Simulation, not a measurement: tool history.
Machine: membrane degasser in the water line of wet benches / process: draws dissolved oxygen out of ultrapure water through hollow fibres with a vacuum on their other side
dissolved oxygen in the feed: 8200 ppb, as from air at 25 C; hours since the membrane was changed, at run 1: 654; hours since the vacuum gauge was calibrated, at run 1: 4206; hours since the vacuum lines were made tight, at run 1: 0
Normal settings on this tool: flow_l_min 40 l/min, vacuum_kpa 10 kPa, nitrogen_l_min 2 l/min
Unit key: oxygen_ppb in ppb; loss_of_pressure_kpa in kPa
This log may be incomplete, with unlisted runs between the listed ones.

run     day  flow_l_min  vacuum_kpa  nitrogen_l_min  hours since the membrane was changed  hours since the vacuum gauge was calibrated  hours since the vacuum lines were made tight  oxygen_ppb  loss_of_pressure_kpa
  1       0          40          10               2                                   654                                         4206                                             0       296.5                 46.06
  2   2.154          40          10               2                                   706                                         4258                                            52       296.3                 46.04
  3   5.004          40          10               2                                   774                                         4326                                           120       297.2                 46.14
  4    6.55          40          10               2                                   811                                         4363                                           157       296.7                 46.13
  5   9.296          40          10               2                                   877                                         4429                                           223       296.5                  46.6
  6  12.196          40          10               2                                   947                                         4499                                           293       296.7                 46.17
  7  14.354          40          10               2                                   999                                         4551                                           345       296.8                 46.52
  8  15.808          40          10               2                                  1033                                         4586                                           379         297                 46.34
  9  17.167          40          10               2                                  1066                                         4618                                           412       296.5                 46.31
 10  18.812          40          10               2                                  1105                                         4658                                           451       297.8                 46.19
     19.308  -- vacuum gauge calibrated
 11  21.533          40        14.7               2                                  1170                                           53                                           516       486.5                 46.01
 12  22.871          40        14.7               2                                  1202                                           85                                           548       487.5                 46.14
 13  24.575          40        14.7               2                                  1243                                          126                                           589       487.4                 45.98
 14  26.475          53          10               2                                  1289                                          172                                           635       376.1                    61
 15  29.133          24          10               2                                  1353                                          236                                           699       186.9                 27.39
 16  31.096          63          10            1.67                                  1400                                          283                                           746       500.7                 72.93
 17  32.938          44         7.1            1.85                                  1444                                          327                                           790       199.9                 51.07
 18  35.021          37        13.8            1.85                                  1494                                          377                                           840       452.1                 43.33
 19  37.767          37        13.8            1.85                                  1560                                          443                                           906       451.5                 42.77
 20  40.654          37         7.2            2.51                                  1629                                          512                                           975       134.6                 43.22
 21  43.283          28        12.1               2                                  1692                                          575                                          1038       279.9                 32.63
 22  45.504          28        12.1               2                                  1746                                          629                                          1092       279.2                 32.45
 23  47.038          28        12.1             2.5                                  1782                                          665                                          1128       228.3                 32.62
 24   48.95          25         6.1             5.7                                  1828                                          711                                          1174        31.5                 28.76

Alternative continuations, all from the tool just after run 24; predict every row:
  A  50.746          42          10               2                                  1871                                          755                                          1217           ?                     ?
  B  50.746          37           8            5.18                                  1871                                          755                                          1217           ?                     ?
  C  50.746          40          10            2.45                                  1871                                          755                                          1217           ?                     ?

run  oxygen_ppb  loss_of_pressure_kpa
  A       308.1                 48.58
  B        83.2                 43.04
  C         248                  46.4
What these runs would have given with no unlogged condition in the tool:
run  oxygen_ppb  loss_of_pressure_kpa
  A       308.3                 48.24
  B        83.2                 42.73
  C       248.2                 46.07

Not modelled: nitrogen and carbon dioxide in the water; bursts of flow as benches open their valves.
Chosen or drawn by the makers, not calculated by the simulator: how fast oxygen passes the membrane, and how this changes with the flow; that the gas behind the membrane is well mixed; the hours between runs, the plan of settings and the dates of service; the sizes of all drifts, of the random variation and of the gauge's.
